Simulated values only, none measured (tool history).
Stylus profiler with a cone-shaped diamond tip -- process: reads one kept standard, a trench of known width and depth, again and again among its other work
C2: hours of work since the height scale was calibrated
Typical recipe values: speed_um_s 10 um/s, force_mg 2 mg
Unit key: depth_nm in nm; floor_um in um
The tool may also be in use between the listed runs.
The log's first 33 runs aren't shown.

run 34 day=32.442 | speed_um_s=4 force_mg=1.55 | scans_with_this_tip=8080 C2=821 | depth_nm=201.85 floor_um=47.8
run 35 day=33.308 | speed_um_s=4 force_mg=1.55 | scans_with_this_tip=8171 C2=830 | depth_nm=201.92 floor_um=47.78
run 36 day=33.933 | speed_um_s=8 force_mg=1.43 | scans_with_this_tip=8237 C2=837 | depth_nm=201.82 floor_um=47.77
run 37 day=35.054 | speed_um_s=10 force_mg=2.05 | scans_with_this_tip=8355 C2=849 | depth_nm=202.26 floor_um=47.73
run 38 day=35.612 | speed_um_s=4 force_mg=0.76 | scans_with_this_tip=8414 C2=855 | depth_nm=201.31 floor_um=47.75
run 39 day=36.271 | speed_um_s=10 force_mg=2.88 | scans_with_this_tip=8483 C2=862 | depth_nm=202.69 floor_um=47.76
run 40 day=37.208 | speed_um_s=10 force_mg=2.88 | scans_with_this_tip=8582 C2=872 | depth_nm=202.74 floor_um=47.76
run 41 day=37.762 | speed_um_s=10 force_mg=2.88 | scans_with_this_tip=8640 C2=878 | depth_nm=202.7 floor_um=47.75

Below are 4 alternative next runs, each starting from the tool's condition after run 41. Predict each:
run A day=38.842 | speed_um_s=10 force_mg=2.73 | scans_with_this_tip=8754 C2=889 | depth_nm=? floor_um=?
run B day=38.842 | speed_um_s=19 force_mg=5.39 | scans_with_this_tip=8754 C2=889 | depth_nm=? floor_um=?
run C day=38.842 | speed_um_s=10 force_mg=3.49 | scans_with_this_tip=8754 C2=889 | depth_nm=? floor_um=?
run D day=38.842 | speed_um_s=26 force_mg=4.9 | scans_with_this_tip=8754 C2=889 | depth_nm=? floor_um=?

run=A depth_nm=202.62 floor_um=47.73
run=B depth_nm=203.87 floor_um=47.74
run=C depth_nm=203.03 floor_um=47.77
run=D depth_nm=203.76 floor_um=47.76
Take away the tool's hidden state, keep each run's random variation, and the runs would have read:
run=A depth_nm=202.18 floor_um=48.2
run=B depth_nm=203.43 floor_um=48.22
run=C depth_nm=202.58 floor_um=48.25
run=D depth_nm=203.31 floor_um=48.23
